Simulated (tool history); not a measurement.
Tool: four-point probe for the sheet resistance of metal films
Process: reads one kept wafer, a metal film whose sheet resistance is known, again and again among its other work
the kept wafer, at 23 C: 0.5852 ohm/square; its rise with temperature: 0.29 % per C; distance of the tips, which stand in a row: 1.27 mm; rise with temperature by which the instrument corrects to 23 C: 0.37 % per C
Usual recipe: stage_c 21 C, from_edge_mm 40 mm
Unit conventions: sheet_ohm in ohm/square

run	hour	stage_c	from_edge_mm	sheet_ohm
1	0.0	21	40	0.578446
2	48.5	21	40	0.578184
3	98.5	21	21	0.578862
4	161.9	21	21	0.578730
5	219.1	21	14	0.580043
6	279.4	21	14	0.579733
7	323.5	21	14	0.579583
8	350.3	22	40	0.576947
9	397.9	22	40	0.576809
10	434.1	22	40	0.576627
11	462.7	22	40	0.576683
12	506.3	22	40	0.576379
13	555.4	19	40	0.577659
# hour 577.1: new probe head fitted
14	591.3	19	40	0.591145
15	644.7	31	43	0.585368
# hour 650.2: stage's thermometer calibrated
16	700.8	22	40	0.589588
17	760.1	26	32	0.587798
18	814.9	23	40	0.588653
19	858.9	20	5	0.609284
# hour 886.2: stage's thermometer calibrated, once more
20	911.3	19	3	0.640797
21	976.0	34	24	0.583402

Predict each of these 5 candidate next runs independently; none follows another, all start after run 21:
A	1031.6	25	40	?
B	1031.6	22	28	?
C	1031.6	24	3	?
D	1031.6	23	9	?
E	1031.6	27	9	?

run	sheet_ohm
A	0.586650
B	0.588358
C	0.637965
D	0.593572
E	0.591580
Had the tool no hidden state, the same runs would have come out as:
run	sheet_ohm
A	0.584626
B	0.586327
C	0.635779
D	0.591525
E	0.589541
